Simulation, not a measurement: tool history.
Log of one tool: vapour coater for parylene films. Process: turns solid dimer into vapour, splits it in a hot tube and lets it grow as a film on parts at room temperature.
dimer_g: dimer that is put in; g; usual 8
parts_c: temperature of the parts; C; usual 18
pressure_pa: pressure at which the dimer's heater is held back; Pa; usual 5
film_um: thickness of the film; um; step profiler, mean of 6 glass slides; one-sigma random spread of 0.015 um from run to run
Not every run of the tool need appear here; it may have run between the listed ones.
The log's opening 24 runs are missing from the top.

| run | hour | dimer_g | parts_c | pressure_pa | hours of work since the trap's valve was overhauled | hours of work since the table's thermometer was calibrated | film_um |
|---|---|---|---|---|---|---|---|
| 25 | 714.2 | 11 | 13 | 2.08 | 129 | 129 | 8.14 |
| 26 | 733.9 | 5 | 11 | 2.43 | 146 | 146 | 3.72 |
| 27 | 778.2 | 6 | 17 | 2.54 | 185 | 185 | 3.94 |
| 28 | 804.8 | 8 | 28 | 2.37 | 208 | 208 | 3.13 |
|  | 829.9 | trap's valve overhauled |
| 29 | 850.4 | 11 | 25 | 3.26 | 18 | 244 | 4.78 |
| 30 | 892.1 | 6 | 28 | 7.38 | 54 | 281 | 2.07 |
| 31 | 921.7 | 8 | 19 | 9.51 | 80 | 307 | 4.14 |
| 32 | 942.7 | 7 | 26 | 9.51 | 99 | 325 | 2.58 |
| 33 | 975.5 | 4 | 17 | 8.6 | 127 | 354 | 2.29 |
| 34 | 1006.2 | 8 | 15 | 5 | 154 | 380 | 5.42 |
| 35 | 1033.1 | 8 | 15 | 5 | 177 | 404 | 5.44 |
| 36 | 1065.8 | 8 | 15 | 5 | 206 | 433 | 5.39 |
|  | 1094 | trap's valve overhauled |
| 37 | 1095.6 | 8 | 27 | 5 | 1 | 455 | 3.07 |
| 38 | 1138 | 8 | 27 | 5 | 38 | 492 | 3.07 |
| 39 | 1181 | 8 | 27 | 7.86 | 76 | 530 | 2.9 |

Here are 4 independent what-if runs from the current tool condition. What would each one return?
| A | 1213.2 | 7 | 18 | 5 | 104 | 558 | ? |
| B | 1213.2 | 5 | 19 | 11.04 | 104 | 558 | ? |
| C | 1213.2 | 5 | 10 | 8.34 | 104 | 558 | ? |
| D | 1213.2 | 7 | 13 | 5.07 | 104 | 558 | ? |

| run | film_um |
|---|---|
| A | 4.14 |
| B | 2.56 |
| C | 3.8 |
| D | 5.21 |
Stripped of hidden state, with their random variation kept, the same runs would have yielded:
| run | film_um |
|---|---|
| A | 4.05 |
| B | 2.5 |
| C | 3.72 |
| D | 5.09 |

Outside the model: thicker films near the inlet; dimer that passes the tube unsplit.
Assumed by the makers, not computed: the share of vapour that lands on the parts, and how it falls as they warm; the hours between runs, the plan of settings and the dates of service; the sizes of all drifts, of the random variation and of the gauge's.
